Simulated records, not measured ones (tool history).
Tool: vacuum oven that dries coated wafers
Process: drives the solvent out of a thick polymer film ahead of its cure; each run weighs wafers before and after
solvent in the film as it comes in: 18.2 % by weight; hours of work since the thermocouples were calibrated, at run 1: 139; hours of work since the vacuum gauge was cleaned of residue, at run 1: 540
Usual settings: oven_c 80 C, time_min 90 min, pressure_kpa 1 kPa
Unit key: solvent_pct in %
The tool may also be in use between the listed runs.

| run | hour | oven_c | time_min | pressure_kpa | hours of work since the thermocouples were calibrated | hours of work since the vacuum gauge was cleaned of residue | solvent_pct |
|---|---|---|---|---|---|---|---|
| 1 | 0 | 80 | 90 | 1 | 139 | 540 | 3.72 |
| 2 | 49 | 80 | 146 | 1 | 177 | 578 | 1.77 |
| 3 | 97.2 | 80 | 146 | 1 | 214 | 615 | 1.79 |
| 4 | 137.2 | 80 | 139 | 1 | 245 | 646 | 1.99 |
| 5 | 170.7 | 80 | 65 | 1 | 271 | 672 | 5.28 |
| 6 | 197.4 | 80 | 90 | 1 | 292 | 693 | 3.69 |
| 7 | 231.5 | 80 | 90 | 1.95 | 318 | 720 | 4.16 |
| 8 | 264.3 | 72 | 90 | 1.95 | 344 | 745 | 6.95 |
| 9 | 307.9 | 72 | 90 | 1.95 | 378 | 779 | 6.99 |
| 10 | 331.7 | 72 | 90 | 1.95 | 396 | 797 | 6.91 |
| 11 | 377.7 | 72 | 90 | 1.95 | 432 | 833 | 6.92 |
| 12 | 428.2 | 72 | 90 | 1.95 | 471 | 872 | 6.92 |
| 13 | 474.1 | 80 | 47 | 1 | 507 | 908 | 7.11 |
| 14 | 514.2 | 80 | 47 | 1 | 538 | 939 | 7.04 |
| 15 | 546.3 | 95 | 47 | 1 | 563 | 964 | 2.33 |
| 16 | 587.2 | 80 | 90 | 1 | 594 | 996 | 3.72 |
| 17 | 616.4 | 80 | 59 | 1 | 617 | 1018 | 5.99 |
| 18 | 654.9 | 72 | 90 | 1 | 647 | 1048 | 6.53 |
| 19 | 682.8 | 80 | 83 | 1 | 669 | 1070 | 4.27 |
| 20 | 731.1 | 80 | 83 | 1 | 706 | 1107 | 4.18 |
| 21 | 755.6 | 80 | 83 | 1 | 725 | 1126 | 4.22 |
| 22 | 784.3 | 80 | 83 | 1 | 748 | 1149 | 4.06 |
| 23 | 809.2 | 85 | 128 | 1 | 767 | 1168 | 1.26 |
| 24 | 850.1 | 81 | 90 | 1.92 | 799 | 1200 | 3.76 |
| 25 | 872.7 | 93 | 95 | 1.92 | 816 | 1217 | 0.92 |
| 26 | 906.9 | 78 | 150 | 0.98 | 843 | 1244 | 2.16 |
| 27 | 958.6 | 68 | 63 | 2.09 | 883 | 1284 | 10.17 |
| 28 | 988.6 | 70 | 150 | 1.29 | 906 | 1307 | 4.81 |
|  | 1005.5 | oven's thermocouples calibrated |
| 29 | 1013 | 68 | 108 | 1 | 6 | 1325 | 7 |
| 30 | 1057.9 | 76 | 90 | 1 | 41 | 1360 | 5 |
| 31 | 1109.2 | 69 | 70 | 1.02 | 81 | 1399 | 8.98 |
| 32 | 1135.2 | 69 | 70 | 0.98 | 101 | 1420 | 8.82 |
| 33 | 1180.4 | 86 | 54 | 0.98 | 136 | 1455 | 4.28 |
| 34 | 1226.6 | 80 | 109 | 0.69 | 172 | 1491 | 2.77 |
| 35 | 1255.4 | 80 | 74 | 0.55 | 194 | 1513 | 4.61 |
| 36 | 1284.3 | 68 | 122 | 0.73 | 216 | 1535 | 6.33 |
| 37 | 1333.5 | 68 | 122 | 0.73 | 255 | 1574 | 6.17 |
| 38 | 1358.9 | 87 | 103 | 3.84 | 274 | 1593 | 2.28 |
| 39 | 1399.3 | 80 | 130 | 2.14 | 306 | 1625 | 2.57 |
| 40 | 1429.3 | 80 | 100 | 0.56 | 329 | 1648 | 3.08 |
| 41 | 1451.2 | 66 | 100 | 0.56 | 346 | 1665 | 7.9 |
| 42 | 1476.9 | 73 | 137 | 0.56 | 366 | 1685 | 3.9 |
| 43 | 1518.4 | 71 | 129 | 1.32 | 398 | 1717 | 5.25 |
| 44 | 1563.1 | 77 | 67 | 0.9 | 433 | 1752 | 6.29 |

The same runs without the tool's hidden state, with the same run-to-run variation:
Hidden state present: true wafer temperature over the reading, C; true pressure over the reading, kPa; drift of the gauge itself on solvent_pct, %.
| run | solvent_pct |
|---|---|
| 1 | 3.71 |
| 2 | 1.75 |
| 3 | 1.77 |
| 4 | 1.97 |
| 5 | 5.26 |
| 6 | 3.67 |
| 7 | 4.14 |
| 8 | 6.92 |
| 9 | 6.96 |
| 10 | 6.88 |
| 11 | 6.89 |
| 12 | 6.89 |
| 13 | 7.09 |
| 14 | 7.01 |
| 15 | 2.31 |
| 16 | 3.68 |
| 17 | 5.95 |
| 18 | 6.49 |
| 19 | 4.23 |
| 20 | 4.14 |
| 21 | 4.18 |
| 22 | 4.02 |
| 23 | 1.23 |
| 24 | 3.72 |
| 25 | 0.9 |
| 26 | 2.12 |
| 27 | 10.13 |
| 28 | 4.75 |
| 29 | 6.98 |
| 30 | 4.97 |
| 31 | 8.95 |
| 32 | 8.79 |
| 33 | 4.26 |
| 34 | 2.74 |
| 35 | 4.58 |
| 36 | 6.29 |
| 37 | 6.13 |
| 38 | 2.25 |
| 39 | 2.53 |
| 40 | 3.04 |
| 41 | 7.85 |
| 42 | 3.85 |
| 43 | 5.21 |
| 44 | 6.25 |
